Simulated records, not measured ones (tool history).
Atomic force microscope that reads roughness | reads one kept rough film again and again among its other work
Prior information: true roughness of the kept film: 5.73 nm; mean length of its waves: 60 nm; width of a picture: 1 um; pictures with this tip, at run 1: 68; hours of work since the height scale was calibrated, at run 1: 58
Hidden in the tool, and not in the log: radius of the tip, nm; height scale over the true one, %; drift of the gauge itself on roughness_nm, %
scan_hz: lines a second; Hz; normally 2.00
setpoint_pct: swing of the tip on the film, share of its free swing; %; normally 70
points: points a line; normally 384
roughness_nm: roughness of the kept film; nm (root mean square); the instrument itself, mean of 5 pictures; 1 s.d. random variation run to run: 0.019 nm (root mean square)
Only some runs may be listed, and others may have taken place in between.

| run | day | scan_hz | setpoint_pct | points | pictures with this tip | hours of work since the height scale was calibrated | roughness_nm |
|---|---|---|---|---|---|---|---|
| 1 | 0.000 | 2.00 | 70 | 384 | 68 | 58 | 4.360 |
| 2 | 0.908 | 2.00 | 70 | 384 | 85 | 68 | 4.301 |
| 3 | 1.333 | 2.00 | 70 | 384 | 92 | 73 | 4.261 |
| 4 | 1.942 | 2.00 | 70 | 384 | 103 | 80 | 4.192 |
| 5 | 2.862 | 2.00 | 70 | 348 | 120 | 90 | 4.120 |
|  | 2.988 | height scale calibrated on a step standard |
| 6 | 3.621 | 2.00 | 70 | 348 | 133 | 7 | 4.068 |
| 7 | 4.058 | 2.00 | 70 | 460 | 141 | 12 | 4.022 |
| 8 | 4.896 | 2.00 | 70 | 623 | 156 | 21 | 3.962 |
| 9 | 5.421 | 2.00 | 70 | 623 | 165 | 27 | 3.950 |
| 10 | 6.092 | 2.00 | 69 | 373 | 178 | 34 | 3.941 |
|  | 6.562 | height scale calibrated on a step standard, once more |
|  | 6.583 | new tip fitted |
| 11 | 6.838 | 2.00 | 79 | 384 | 5 | 3 | 4.366 |
| 12 | 7.446 | 2.00 | 67 | 384 | 16 | 9 | 4.770 |
| 13 | 8.146 | 1.18 | 70 | 384 | 29 | 17 | 4.810 |
| 14 | 9.021 | 1.18 | 70 | 384 | 44 | 27 | 4.695 |
| 15 | 9.542 | 0.96 | 66 | 458 | 54 | 33 | 4.753 |
| 16 | 10.112 | 0.96 | 66 | 458 | 64 | 39 | 4.751 |
| 17 | 10.625 | 0.96 | 66 | 458 | 73 | 44 | 4.725 |

Entry by entry between the runs, the difference in hidden state between the last listed run before and the first listed run after:
Logged between run 5 and run 6: height scale calibrated on a step standard (day 2.988)
  radius of the tip, nm: 35.4 -> 38; height scale over the true one, %: -0.07 -> -0.11
  the result without the hidden state subtracted from the measured one, roughness_nm: -0.621 -> -0.679 nm (root mean square)
Logged between run 10 and run 11: height scale calibrated on a step standard, once more (day 6.562); new tip fitted (day 6.583)
  radius of the tip, nm: 47.3 -> 11.1; height scale over the true one, %: -0.13 -> -0.03
  the result without the hidden state subtracted from the measured one, roughness_nm: -0.876 -> -0.029 nm (root mean square)
